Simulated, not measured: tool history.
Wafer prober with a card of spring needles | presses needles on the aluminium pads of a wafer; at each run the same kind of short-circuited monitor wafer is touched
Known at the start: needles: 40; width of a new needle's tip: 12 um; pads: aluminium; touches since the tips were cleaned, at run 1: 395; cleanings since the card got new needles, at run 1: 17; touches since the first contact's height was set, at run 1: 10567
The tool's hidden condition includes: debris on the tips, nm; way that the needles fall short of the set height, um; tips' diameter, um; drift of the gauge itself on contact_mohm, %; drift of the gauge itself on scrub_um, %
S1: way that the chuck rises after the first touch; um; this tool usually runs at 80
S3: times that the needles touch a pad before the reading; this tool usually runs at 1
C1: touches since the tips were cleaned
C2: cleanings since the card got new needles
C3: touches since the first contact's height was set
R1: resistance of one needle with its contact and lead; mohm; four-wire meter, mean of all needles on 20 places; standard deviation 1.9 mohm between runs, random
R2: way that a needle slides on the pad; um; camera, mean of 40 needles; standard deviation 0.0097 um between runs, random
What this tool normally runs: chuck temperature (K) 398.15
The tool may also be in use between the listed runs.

{"run": 1, "hour": 0.0, "S1": 80, "chuck temperature (K)": 398.15, "S3": 1, "C1": 395, "C2": 17, "C3": 10567, "R1": 218, "R2": 15.571}
{"hour": 14.1, "done": "tips cleaned on abrasive film"}
{"run": 2, "hour": 15.3, "S1": 88, "chuck temperature (K)": 398.15, "S3": 1, "C1": 487, "C2": 18, "C3": 17141, "R1": 217, "R2": 17.132}
{"run": 3, "hour": 27.3, "S1": 75, "chuck temperature (K)": 398.15, "S3": 1, "C1": 5704, "C2": 18, "C3": 22358, "R1": 262, "R2": 14.601}
{"hour": 29.0, "done": "tips cleaned on abrasive film"}
{"hour": 42.8, "done": "tips cleaned on abrasive film"}
{"run": 4, "hour": 43.9, "S1": 75, "chuck temperature (K)": 398.15, "S3": 1, "C1": 476, "C2": 20, "C3": 29477, "R1": 215, "R2": 14.576}
{"run": 5, "hour": 54.8, "S1": 75, "chuck temperature (K)": 398.15, "S3": 1, "C1": 5202, "C2": 20, "C3": 34203, "R1": 256, "R2": 14.573}
{"hour": 57.2, "done": "tips cleaned on abrasive film"}
{"run": 6, "hour": 64.9, "S1": 80, "chuck temperature (K)": 398.15, "S3": 2, "C1": 3312, "C2": 21, "C3": 38513, "R1": 228, "R2": 15.52}
{"hour": 71.6, "done": "tips cleaned on abrasive film"}
{"run": 7, "hour": 79.8, "S1": 80, "chuck temperature (K)": 308.15, "S3": 1, "C1": 3554, "C2": 22, "C3": 44932, "R1": 228, "R2": 15.519}
{"hour": 86.2, "done": "tips cleaned on abrasive film"}
{"run": 8, "hour": 93.7, "S1": 80, "chuck temperature (K)": 398.15, "S3": 2, "C1": 3241, "C2": 23, "C3": 50930, "R1": 224, "R2": 15.511}
{"hour": 100.1, "done": "tips cleaned on abrasive film"}
{"run": 9, "hour": 110.5, "S1": 80, "chuck temperature (K)": 398.15, "S3": 1, "C1": 4508, "C2": 24, "C3": 58180, "R1": 240, "R2": 15.494}
{"hour": 114.1, "done": "tips cleaned on abrasive film"}
{"run": 10, "hour": 124.5, "S1": 80, "chuck temperature (K)": 398.15, "S3": 1, "C1": 4521, "C2": 25, "C3": 64185, "R1": 247, "R2": 15.484}
{"hour": 128.5, "done": "tips cleaned on abrasive film"}
{"hour": 142.4, "done": "tips cleaned on abrasive film"}
{"run": 11, "hour": 143.7, "S1": 80, "chuck temperature (K)": 398.15, "S3": 1, "C1": 556, "C2": 27, "C3": 72418, "R1": 218, "R2": 15.452}
{"run": 12, "hour": 155.0, "S1": 80, "chuck temperature (K)": 398.15, "S3": 1, "C1": 5483, "C2": 27, "C3": 77345, "R1": 256, "R2": 15.465}
{"hour": 156.3, "done": "tips cleaned on abrasive film"}
{"run": 13, "hour": 164.0, "S1": 80, "chuck temperature (K)": 398.15, "S3": 3, "C1": 3358, "C2": 28, "C3": 81191, "R1": 221, "R2": 15.439}
{"hour": 170.4, "done": "tips cleaned on abrasive film"}
{"run": 14, "hour": 180.7, "S1": 80, "chuck temperature (K)": 398.15, "S3": 3, "C1": 4459, "C2": 29, "C3": 88391, "R1": 218, "R2": 15.428}
{"hour": 182.7, "done": "height of the first contact set anew"}
{"hour": 185.0, "done": "tips cleaned on abrasive film"}
{"run": 15, "hour": 190.6, "S1": 80, "chuck temperature (K)": 398.15, "S3": 3, "C1": 2422, "C2": 30, "C3": 3384, "R1": 217, "R2": 15.316}
{"hour": 198.6, "done": "tips cleaned on abrasive film"}
{"run": 16, "hour": 199.1, "S1": 80, "chuck temperature (K)": 398.15, "S3": 3, "C1": 195, "C2": 31, "C3": 7025, "R1": 209, "R2": 15.314}
{"run": 17, "hour": 211.3, "S1": 80, "chuck temperature (K)": 398.15, "S3": 1, "C1": 5490, "C2": 31, "C3": 12320, "R1": 247, "R2": 15.312}
{"hour": 212.9, "done": "tips cleaned on abrasive film"}
{"run": 18, "hour": 226.1, "S1": 92, "chuck temperature (K)": 398.15, "S3": 2, "C1": 5718, "C2": 32, "C3": 18668, "R1": 231, "R2": 17.655}
{"hour": 228.0, "done": "tips cleaned on abrasive film"}
{"run": 19, "hour": 235.8, "S1": 83, "chuck temperature (K)": 363.15, "S3": 1, "C1": 3386, "C2": 33, "C3": 22834, "R1": 234, "R2": 15.887}
{"hour": 243.2, "done": "tips cleaned on abrasive film"}
{"run": 20, "hour": 249.5, "S1": 61, "chuck temperature (K)": 354.15, "S3": 2, "C1": 2725, "C2": 34, "C3": 28736, "R1": 233, "R2": 11.591}
{"hour": 251.9, "done": "height of the first contact set anew, once more"}
{"hour": 257.7, "done": "tips cleaned on abrasive film"}
{"run": 21, "hour": 258.8, "S1": 67, "chuck temperature (K)": 306.15, "S3": 3, "C1": 466, "C2": 35, "C3": 2953, "R1": 193, "R2": 13.038}
{"run": 22, "hour": 267.7, "S1": 71, "chuck temperature (K)": 398.15, "S3": 2, "C1": 4340, "C2": 35, "C3": 6827, "R1": 236, "R2": 13.815}
{"hour": 271.3, "done": "tips cleaned on abrasive film"}
{"run": 23, "hour": 277.5, "S1": 92, "chuck temperature (K)": 356.15, "S3": 2, "C1": 2712, "C2": 36, "C3": 11041, "R1": 213, "R2": 17.901}
{"hour": 285.1, "done": "tips cleaned on abrasive film"}
{"run": 24, "hour": 295.4, "S1": 74, "chuck temperature (K)": 306.15, "S3": 2, "C1": 4425, "C2": 37, "C3": 18719, "R1": 222, "R2": 14.397}
{"hour": 298.8, "done": "tips cleaned on abrasive film"}
{"run": 25, "hour": 303.5, "S1": 74, "chuck temperature (K)": 306.15, "S3": 2, "C1": 2023, "C2": 38, "C3": 22188, "R1": 209, "R2": 14.382}
{"hour": 312.8, "done": "tips cleaned on abrasive film"}
{"run": 26, "hour": 322.8, "S1": 80, "chuck temperature (K)": 316.15, "S3": 2, "C1": 4363, "C2": 39, "C3": 30546, "R1": 219, "R2": 15.547}
{"hour": 326.6, "done": "tips cleaned on abrasive film"}
{"run": 27, "hour": 331.3, "S1": 92, "chuck temperature (K)": 316.15, "S3": 2, "C1": 2047, "C2": 40, "C3": 34173, "R1": 204, "R2": 17.846}
{"hour": 340.9, "done": "tips cleaned on abrasive film"}
{"run": 28, "hour": 348.9, "S1": 92, "chuck temperature (K)": 316.15, "S3": 2, "C1": 3445, "C2": 41, "C3": 41748, "R1": 209, "R2": 17.876}
{"hour": 355.1, "done": "tips cleaned on abrasive film"}
{"run": 29, "hour": 364.3, "S1": 67, "chuck temperature (K)": 398.15, "S3": 2, "C1": 3997, "C2": 42, "C3": 48404, "R1": 241, "R2": 12.956}
{"hour": 370.0, "done": "tips cleaned on abrasive film"}
{"run": 30, "hour": 374.0, "S1": 86, "chuck temperature (K)": 385.15, "S3": 2, "C1": 1751, "C2": 43, "C3": 52561, "R1": 214, "R2": 16.674}
{"hour": 384.2, "done": "tips cleaned on abrasive film"}
{"run": 31, "hour": 392.6, "S1": 70, "chuck temperature (K)": 343.15, "S3": 2, "C1": 3658, "C2": 44, "C3": 60585, "R1": 228, "R2": 13.522}
{"hour": 398.6, "done": "tips cleaned on abrasive film"}
{"run": 32, "hour": 410.1, "S1": 94, "chuck temperature (K)": 343.15, "S3": 2, "C1": 5003, "C2": 45, "C3": 68132, "R1": 221, "R2": 18.223}
{"hour": 412.4, "done": "tips cleaned on abrasive film"}
{"run": 33, "hour": 420.7, "S1": 76, "chuck temperature (K)": 372.15, "S3": 1, "C1": 3611, "C2": 46, "C3": 72675, "R1": 247, "R2": 14.672}

Branching from run 33: 4 alternative next runs. What would each branch give?
{"hour": 426.6, "done": "tips cleaned on abrasive film"}
{"run": "A", "hour": 435.3, "S1": 80, "chuck temperature (K)": 350.15, "S3": 1, "C1": 3773, "C2": 47, "C3": 78952, "R1": "?", "R2": "?"}
{"hour": 426.6, "done": "tips cleaned on abrasive film"}
{"run": "B", "hour": 435.3, "S1": 76, "chuck temperature (K)": 328.15, "S3": 1, "C1": 3773, "C2": 47, "C3": 78952, "R1": "?", "R2": "?"}
{"hour": 426.6, "done": "tips cleaned on abrasive film"}
{"run": "C", "hour": 435.3, "S1": 72, "chuck temperature (K)": 372.15, "S3": 1, "C1": 3773, "C2": 47, "C3": 78952, "R1": "?", "R2": "?"}
{"hour": 426.6, "done": "tips cleaned on abrasive film"}
{"run": "D", "hour": 435.3, "S1": 64, "chuck temperature (K)": 365.15, "S3": 2, "C1": 3773, "C2": 47, "C3": 78952, "R1": "?", "R2": "?"}

run=A R1=239 R2=15.478
run=B R1=240 R2=14.677
run=C R1=244 R2=13.896
run=D R1=232 R2=12.326
The same runs, with their run-to-run variation unchanged, on a tool lacking any hidden condition would have given:
run=A R1=198 R2=15.617
run=B R1=193 R2=14.816
run=C R1=197 R2=14.035
run=D R1=198 R2=12.465

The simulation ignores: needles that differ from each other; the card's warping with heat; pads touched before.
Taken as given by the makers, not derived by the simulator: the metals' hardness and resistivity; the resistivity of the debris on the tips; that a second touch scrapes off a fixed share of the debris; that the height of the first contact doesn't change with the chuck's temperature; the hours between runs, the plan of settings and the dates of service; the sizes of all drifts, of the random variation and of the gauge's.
